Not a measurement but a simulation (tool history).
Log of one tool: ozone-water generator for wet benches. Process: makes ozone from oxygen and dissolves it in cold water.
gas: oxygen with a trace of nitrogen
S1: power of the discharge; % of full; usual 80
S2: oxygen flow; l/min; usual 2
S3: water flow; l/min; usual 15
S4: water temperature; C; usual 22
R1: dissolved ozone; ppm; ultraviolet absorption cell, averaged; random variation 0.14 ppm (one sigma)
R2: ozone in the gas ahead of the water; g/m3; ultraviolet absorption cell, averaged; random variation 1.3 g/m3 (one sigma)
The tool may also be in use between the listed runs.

run,hour,S1,S2,S3,S4,R1,R2
1,0,80,2,15,22,16.6,230.4
2,136.7,80,2,15,22,16.7,228.3
3,272.4,80,2,15,22,16.7,228.4
4,386.6,80,2,15,22,16.4,228.2
5,505.6,80,2,15,22,16.6,226.9
6,601.6,80,2,15,22,16.4,227.5
7,662.8,80,2,15,22,16.4,224.9
8,755.7,80,2,15,22,16.2,226.3
9,858.8,80,1.27,15,22,15.5,296.9
10,940,80,1.27,15,22,15.6,296.2
11,1002.8,80,1.27,15,22,15.5,299.1
12,1128.9,80,1.27,15,22,15.2,297.2
13,1218,80,2,15,25,15.4,225.2
14,1295.7,80,2,15,25,15.9,224.3
# hour 1312.9: contactor cleaned
15,1389.6,80,2,15,25,15.5,226.1
16,1484.7,80,2,15,25,15.6,223.8
17,1555.9,80,2,15,25,15.4,224.7
18,1634.9,80,1.96,11,15,23.1,226.9
19,1735.4,80,1.96,16,20,15.2,225.4
# hour 1748.1: contactor cleaned, once more
20,1875.4,80,2,14,14,19,223.2
21,2007.8,58,1.75,15,21,13.1,193.2
22,2093.2,80,2,24,22,10,225
23,2158,80,2,24,22,9.9,224
24,2230.8,80,2,24,22,9.9,223.7
25,2295.3,83,2.22,24,29,9.7,213.5
26,2355,80,3.01,12,22,19.4,176
27,2466.7,71,1.28,12,15,18.8,268.9
28,2566,80,2,15,26,15.6,221
29,2632.7,80,2,15,26,15.7,222.1
30,2752.6,90,2,20,26,12.8,240.6
31,2851.2,80,1.03,15,18,15.2,328.2
32,2985.6,80,3.26,15,20,16.7,163.7

4 ways to go on from here, each from the tool as it stands after run 32. What would each give?
A,3123.7,80,3.26,15,23,?,?
B,3123.7,80,2,11,22,?,?
C,3123.7,91,2.43,15,16,?,?
D,3123.7,80,1.01,15,22,?,?

run,R1,R2
A,15.7,164.2
B,21.1,220.1
C,19.1,213.1
D,14.6,334
Without the tool's hidden state the same runs would have given:
run,R1,R2
A,17.1,176.4
B,22.9,236.5
C,20.8,230.4
D,15.9,358.9

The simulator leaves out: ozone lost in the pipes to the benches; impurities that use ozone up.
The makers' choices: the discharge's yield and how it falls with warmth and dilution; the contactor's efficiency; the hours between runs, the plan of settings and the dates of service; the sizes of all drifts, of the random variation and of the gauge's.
